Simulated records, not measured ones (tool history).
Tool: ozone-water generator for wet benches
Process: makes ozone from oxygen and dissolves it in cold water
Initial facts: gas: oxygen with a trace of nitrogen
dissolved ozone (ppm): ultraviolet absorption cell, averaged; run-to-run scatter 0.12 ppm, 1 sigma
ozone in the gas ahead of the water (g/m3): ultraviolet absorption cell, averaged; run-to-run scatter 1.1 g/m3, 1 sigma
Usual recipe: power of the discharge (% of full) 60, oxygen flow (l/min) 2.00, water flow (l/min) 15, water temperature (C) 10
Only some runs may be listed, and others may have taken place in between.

run    hour  power of the discharge (% of full)  oxygen flow (l/min)  water flow (l/min)  water temperature (C)  dissolved ozone (ppm)  ozone in the gas ahead of the water (g/m3)
  1     0.0                                  60                 2.00                  15                     10                   11.0                                       186.3
  2    53.9                                  60                 2.00                  15                     10                   11.1                                       188.8
  3   105.9                                  60                 2.00                  15                     10                   11.2                                       187.4
  4   164.0                                  60                 2.00                  15                      9                   11.3                                       185.7
  5   230.4                                  60                 2.00                  15                      9                   11.2                                       187.2
  6   338.2                                  60                 2.00                  15                      9                   11.0                                       186.6
  7   450.5                                  60                 2.00                  15                     10                   11.0                                       185.3
  8   562.6                                  60                 2.00                  15                     10                   10.9                                       187.5
  9   615.3                                  60                 2.00                  10                     10                   16.5                                       188.4
 10   721.1                                  60                 2.00                  10                     10                   16.4                                       185.6
 11   826.0                                  60                 2.00                  10                     10                   16.4                                       186.6
 12   886.1                                  60                 2.00                  10                     10                   16.4                                       186.5
 13   989.7                                  60                 2.00                  10                     10                   16.3                                       187.5
 14  1060.9                                  60                 2.00                  10                     10                   16.2                                       184.9
     1069.4  -- water thermometer calibrated
 15  1151.4                                  60                 2.00                  10                     10                   16.1                                       186.1
 16  1260.5                                  60                 2.00                  10                     10                   16.6                                       186.4
     1334.3  -- water thermometer calibrated, once more
 17  1336.8                                  41                 2.00                  10                     17                   11.1                                       135.8
 18  1426.8                                  47                 3.26                   9                     13                   13.9                                       112.0
 19  1484.8                                  40                 3.53                  23                      5                    5.5                                        93.1
 20  1569.3                                  40                 3.53                  23                      8                    5.4                                        92.4
     1589.5  -- contactor cleaned
 21  1676.4                                  57                 2.00                  17                     10                    9.8                                       179.5
 22  1739.3                                  57                 2.00                  17                     10                    9.6                                       178.6
 23  1793.4                                  57                 2.00                  17                     10                    9.6                                       178.6
 24  1867.2                                  79                 2.41                  18                     10                   12.1                                       205.0
 25  1975.5                                  60                 2.00                  15                     12                   11.3                                       184.2
 26  2037.9                                  56                 2.68                  19                      5                    9.1                                       144.9
 27  2117.7                                  60                 1.14                  16                     10                    9.7                                       267.7
 28  2224.1                                  51                 1.30                  23                     10                    5.6                                       212.6
 29  2282.6                                  60                 2.52                  10                     10                   17.1                                       160.7

3 ways to go on from here, each from the tool as it stands after run 29. What would each give?
  A  2391.9                                  60                 2.00                  11                     10                      ?                                           ?
  B  2391.9                                  61                 2.00                  15                      7                      ?                                           ?
  C  2391.9                                  54                 1.28                  15                     10                      ?                                           ?

run  dissolved ozone (ppm)  ozone in the gas ahead of the water (g/m3)
  A                   15.8                                       186.3
  B                   11.6                                       188.8
  C                    9.9                                       223.3
What these runs would have given with no unlogged condition in the tool:
run  dissolved ozone (ppm)  ozone in the gas ahead of the water (g/m3)
  A                   16.7                                       193.8
  B                   12.3                                       196.6
  C                   10.4                                       231.5
